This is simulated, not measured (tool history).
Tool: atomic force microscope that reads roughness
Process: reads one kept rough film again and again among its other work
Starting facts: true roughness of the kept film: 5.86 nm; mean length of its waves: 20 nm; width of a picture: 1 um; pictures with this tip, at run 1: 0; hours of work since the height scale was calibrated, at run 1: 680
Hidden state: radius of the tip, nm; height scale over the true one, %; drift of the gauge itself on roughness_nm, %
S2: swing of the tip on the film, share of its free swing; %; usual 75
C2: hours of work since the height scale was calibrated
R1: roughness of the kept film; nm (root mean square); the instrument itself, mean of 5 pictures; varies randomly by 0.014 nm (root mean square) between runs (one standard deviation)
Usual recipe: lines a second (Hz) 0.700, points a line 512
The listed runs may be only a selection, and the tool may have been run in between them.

Run 1, day 0.000: usual settings; pictures with this tip 0; C2 680. Result: R1 3.444 nm (root mean square).
Run 2, day 1.754: usual settings; pictures with this tip 49; C2 705. Result: R1 2.036 nm (root mean square).
At day 3.312: new tip fitted.
Run 3, day 3.746: usual settings but S2 86 %; pictures with this tip 12; C2 733. Result: R1 2.781 nm (root mean square).
Run 4, day 5.912: usual settings but S2 86 %; pictures with this tip 72; C2 764. Result: R1 1.570 nm (root mean square).
At day 6.608: new tip fitted.
Run 5, day 7.825: usual settings but S2 83 %; pictures with this tip 34; C2 791. Result: R1 2.162 nm (root mean square).
Run 6, day 9.046: usual settings but lines a second (Hz) 0.965, S2 83 %; pictures with this tip 68; C2 808. Result: R1 1.648 nm (root mean square).
At day 9.917: new tip fitted.
Run 7, day 10.838: usual settings but lines a second (Hz) 0.965, S2 87 %; pictures with this tip 26; C2 833. Result: R1 2.303 nm (root mean square).
Run 8, day 12.183: usual settings but lines a second (Hz) 0.965, S2 87 %; pictures with this tip 64; C2 853. Result: R1 1.653 nm (root mean square).
At day 13.138: new tip fitted.
Run 9, day 13.742: usual settings but lines a second (Hz) 0.965, S2 87 %; pictures with this tip 17; C2 874. Result: R1 2.444 nm (root mean square).
Run 10, day 15.883: usual settings but lines a second (Hz) 0.965, S2 87 %; pictures with this tip 76; C2 905. Result: R1 1.467 nm (root mean square).
At day 16.371: new tip fitted.
Run 11, day 17.046: usual settings but lines a second (Hz) 0.965, S2 87 %; pictures with this tip 18; C2 921. Result: R1 2.518 nm (root mean square).
Run 12, day 18.542: usual settings but lines a second (Hz) 0.965, S2 87 %; pictures with this tip 60; C2 942. Result: R1 1.664 nm (root mean square).
Run 13, day 19.496: usual settings; pictures with this tip 87; C2 956. Result: R1 1.462 nm (root mean square).
At day 19.671: new tip fitted.
Run 14, day 20.571: usual settings; pictures with this tip 25; C2 971. Result: R1 2.400 nm (root mean square).
Run 15, day 22.554: usual settings; pictures with this tip 81; C2 999. Result: R1 1.540 nm (root mean square).
At day 23.004: new tip fitted.
Run 16, day 23.858: usual settings but points a line 910; pictures with this tip 24; C2 1017. Result: R1 2.508 nm (root mean square).
Run 17, day 25.954: usual settings; pictures with this tip 83; C2 1047. Result: R1 1.531 nm (root mean square).
At day 26.329: new tip fitted.
Run 18, day 27.129: usual settings but points a line 670; pictures with this tip 23; C2 1063. Result: R1 2.585 nm (root mean square).
Run 19, day 28.138: usual settings; pictures with this tip 51; C2 1078. Result: R1 1.936 nm (root mean square).
Run 20, day 29.404: usual settings; pictures with this tip 87; C2 1096. Result: R1 1.465 nm (root mean square).
At day 29.612: new tip fitted.
Run 21, day 31.642: usual settings but S2 58 %; pictures with this tip 57; C2 1127. Result: R1 1.891 nm (root mean square).
At day 32.883: new tip fitted.
Run 22, day 33.475: usual settings; pictures with this tip 16; C2 1153. Result: R1 2.832 nm (root mean square).
Run 23, day 35.546: usual settings; pictures with this tip 74; C2 1182. Result: R1 1.645 nm (root mean square).
At day 36.133: new tip fitted.
Run 24, day 36.917: usual settings; pictures with this tip 22; C2 1202. Result: R1 2.546 nm (root mean square).
Run 25, day 39.212: usual settings; pictures with this tip 86; C2 1234. Result: R1 1.483 nm (root mean square).
At day 39.375: new tip fitted.
Run 26, day 40.662: usual settings but lines a second (Hz) 1.981, S2 90 %; pictures with this tip 36; C2 1254. Result: R1 1.707 nm (root mean square).
Run 27, day 41.679: usual settings but lines a second (Hz) 1.850, S2 90 %; pictures with this tip 65; C2 1269. Result: R1 1.371 nm (root mean square).
At day 42.683: new tip fitted.
Run 28, day 42.717: usual settings but lines a second (Hz) 1.850, S2 90 %; pictures with this tip 1; C2 1283. Result: R1 2.684 nm (root mean square).
Run 29, day 44.438: usual settings but lines a second (Hz) 3.404, S2 72 %; pictures with this tip 49; C2 1308. Result: R1 1.695 nm (root mean square).
At day 46.042: new tip fitted.
Run 30, day 46.562: usual settings but lines a second (Hz) 3.404, S2 72 %; pictures with this tip 14; C2 1338. Result: R1 2.330 nm (root mean square).
Run 31, day 48.738: usual settings but lines a second (Hz) 1.743, S2 59 %, points a line 665; pictures with this tip 75; C2 1369. Result: R1 1.619 nm (root mean square).
At day 49.283: new tip fitted.
Run 32, day 49.867: usual settings but lines a second (Hz) 1.811, S2 76 %; pictures with this tip 16; C2 1384. Result: R1 2.524 nm (root mean square).
Run 33, day 51.525: usual settings but lines a second (Hz) 0.872, S2 60 %; pictures with this tip 62; C2 1408. Result: R1 1.778 nm (root mean square).
At day 52.554: new tip fitted.
Run 34, day 52.954: usual settings but lines a second (Hz) 1.228, S2 73 %, points a line 912; pictures with this tip 11; C2 1428. Result: R1 2.936 nm (root mean square).
Run 35, day 54.275: usual settings but lines a second (Hz) 1.228, S2 73 %, points a line 912; pictures with this tip 48; C2 1447. Result: R1 1.978 nm (root mean square).
Run 36, day 55.425: usual settings but lines a second (Hz) 2.751, S2 68 %, points a line 857; pictures with this tip 80; C2 1463. Result: R1 1.453 nm (root mean square).
At day 55.825: new tip fitted.
Run 37, day 56.371: usual settings but lines a second (Hz) 2.751, S2 68 %, points a line 857; pictures with this tip 15; C2 1476. Result: R1 2.567 nm (root mean square).
Run 38, day 57.733: usual settings but lines a second (Hz) 2.751, S2 68 %, points a line 857; pictures with this tip 53; C2 1495. Result: R1 1.755 nm (root mean square).
At day 59.154: new tip fitted.
Run 39, day 59.308: usual settings but lines a second (Hz) 2.751, S2 68 %, points a line 857; pictures with this tip 4; C2 1517. Result: R1 2.967 nm (root mean square).
Run 40, day 61.033: usual settings but S2 72 %, points a line 511; pictures with this tip 53; C2 1542. Result: R1 1.909 nm (root mean square).
At day 62.408: new tip fitted.
Run 41, day 62.646: usual settings but lines a second (Hz) 2.510, points a line 557; pictures with this tip 6; C2 1565. Result: R1 2.765 nm (root mean square).
Run 42, day 63.658: usual settings but lines a second (Hz) 2.510, points a line 557; pictures with this tip 35; C2 1579. Result: R1 1.994 nm (root mean square).
Run 43, day 64.667: usual settings but S2 59 %; pictures with this tip 63; C2 1593. Result: R1 1.838 nm (root mean square).
At day 65.708: new tip fitted.
Run 44, day 65.829: usual settings but S2 59 %; pictures with this tip 4; C2 1609. Result: R1 3.271 nm (root mean square).
Run 45, day 67.675: usual settings but S2 59 %; pictures with this tip 55; C2 1636. Result: R1 1.952 nm (root mean square).
At day 68.917: new tip fitted.
Run 46, day 69.321: usual settings but S2 59 %; pictures with this tip 11; C2 1659. Result: R1 2.884 nm (root mean square).

Forecast each of these 4 alternatives for the next run:
Run A, day 71.079: usual settings but lines a second (Hz) 0.601, S2 76 %, points a line 464; pictures with this tip 60; C2 1684. Result: R1 ?.
Run B, day 71.079: usual settings but S2 84 %; pictures with this tip 60; C2 1684. Result: R1 ?.
Run C, day 71.079: usual settings but lines a second (Hz) 1.011, S2 59 %, points a line 383; pictures with this tip 60; C2 1684. Result: R1 ?.
Run D, day 71.079: usual settings but lines a second (Hz) 2.334, S2 64 %, points a line 267; pictures with this tip 60; C2 1684. Result: R1 ?.

run     R1
  A  1.787
  B  1.745
  C  1.816
  D  1.672
What these runs would have given with no unlogged condition in the tool:
run     R1
  A  3.476
  B  3.393
  C  3.536
  D  3.262

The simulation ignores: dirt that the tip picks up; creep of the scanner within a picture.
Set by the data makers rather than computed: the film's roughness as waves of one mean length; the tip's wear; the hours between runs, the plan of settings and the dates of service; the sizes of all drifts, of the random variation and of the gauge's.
